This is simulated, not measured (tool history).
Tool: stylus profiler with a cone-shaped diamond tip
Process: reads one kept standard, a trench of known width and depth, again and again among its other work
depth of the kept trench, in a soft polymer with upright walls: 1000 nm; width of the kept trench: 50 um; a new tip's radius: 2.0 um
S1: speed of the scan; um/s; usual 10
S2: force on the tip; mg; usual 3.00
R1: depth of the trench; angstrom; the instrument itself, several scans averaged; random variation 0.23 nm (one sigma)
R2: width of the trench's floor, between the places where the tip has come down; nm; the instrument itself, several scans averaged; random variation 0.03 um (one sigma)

run,day,S1,S2,R1,R2
1,0.000,10,3.00,10164.9,45460
2,1.212,10,3.00,10161.5,45510
3,2.654,10,1.43,10091.2,45410
4,5.267,10,1.43,10088.8,45360
5,7.654,10,2.24,10133.1,45390
6,9.225,10,3.00,10164.3,45360
7,11.679,10,2.27,10128.3,45340
8,13.517,10,2.27,10126.4,45290
9,14.925,10,2.27,10127.8,45280
10,17.392,10,2.27,10128.0,45330
11,19.058,10,2.27,10119.0,45270
12,21.525,10,1.34,10078.4,45230
13,23.454,10,1.34,10076.7,45210
14,25.479,10,1.34,10075.8,45160
15,27.083,10,1.34,10074.1,45170
16,29.192,10,2.47,10131.7,45140
17,30.858,35,3.00,10149.8,45060
18,32.017,35,3.00,10150.1,45040
19,34.867,2,3.00,10153.3,45100
20,36.688,2,3.00,10151.1,45090
21,39.529,10,3.00,10152.2,45030
22,41.908,5,4.89,10222.6,44980
23,44.662,6,4.10,10191.9,44990
24,46.958,4,2.83,10140.9,45000
25,49.588,4,2.83,10139.9,44960
26,52.262,9,1.04,10051.7,44870
27,54.929,19,2.95,10141.6,44800
28,56.621,19,1.48,10072.4,44790
29,57.979,19,1.48,10074.0,44800
30,59.258,3,7.61,10305.5,44880
31,60.875,11,2.39,10117.7,44840
32,63.262,11,2.39,10110.4,44780
33,65.629,34,2.13,10100.4,44690
34,67.471,4,2.28,10110.5,44740
35,69.246,4,2.28,10110.3,44730
36,71.375,7,6.68,10272.5,44720
37,72.817,24,1.75,10084.5,44610
38,75.558,4,3.00,10137.9,44670
39,76.946,4,1.05,10043.5,44600
40,79.779,8,3.09,10140.6,44620
41,81.417,12,6.03,10250.3,44580

The same runs without the tool's hidden state, with the same run-to-run variation:
The hidden state here: radius of the tip, um; height scale over the true one, %; drift of the gauge itself on depth_nm, %; drift of the gauge itself on floor_um, %.
run,R1,R2
1,10190.4,46480
2,10187.4,46540
3,10117.4,46460
4,10115.9,46450
5,10161.2,46510
6,10193.1,46500
7,10157.8,46510
8,10156.5,46480
9,10158.3,46480
10,10159.3,46560
11,10150.9,46520
12,10110.9,46500
13,10110.0,46510
14,10109.8,46490
15,10108.6,46510
16,10167.0,46500
17,10185.8,46440
18,10186.5,46440
19,10190.6,46520
20,10189.1,46530
21,10191.0,46500
22,10262.5,46490
23,10232.6,46520
24,10182.1,46550
25,10182.0,46540
26,10094.3,46490
27,10185.6,46440
28,10116.6,46450
29,10118.6,46470
30,10351.6,46570
31,10163.4,46540
32,10157.0,46510
33,10147.6,46450
34,10158.4,46520
35,10158.9,46530
36,10322.6,46540
37,10134.1,46440
38,10188.7,46530
39,10094.3,46470
40,10192.7,46520
41,10303.6,46500

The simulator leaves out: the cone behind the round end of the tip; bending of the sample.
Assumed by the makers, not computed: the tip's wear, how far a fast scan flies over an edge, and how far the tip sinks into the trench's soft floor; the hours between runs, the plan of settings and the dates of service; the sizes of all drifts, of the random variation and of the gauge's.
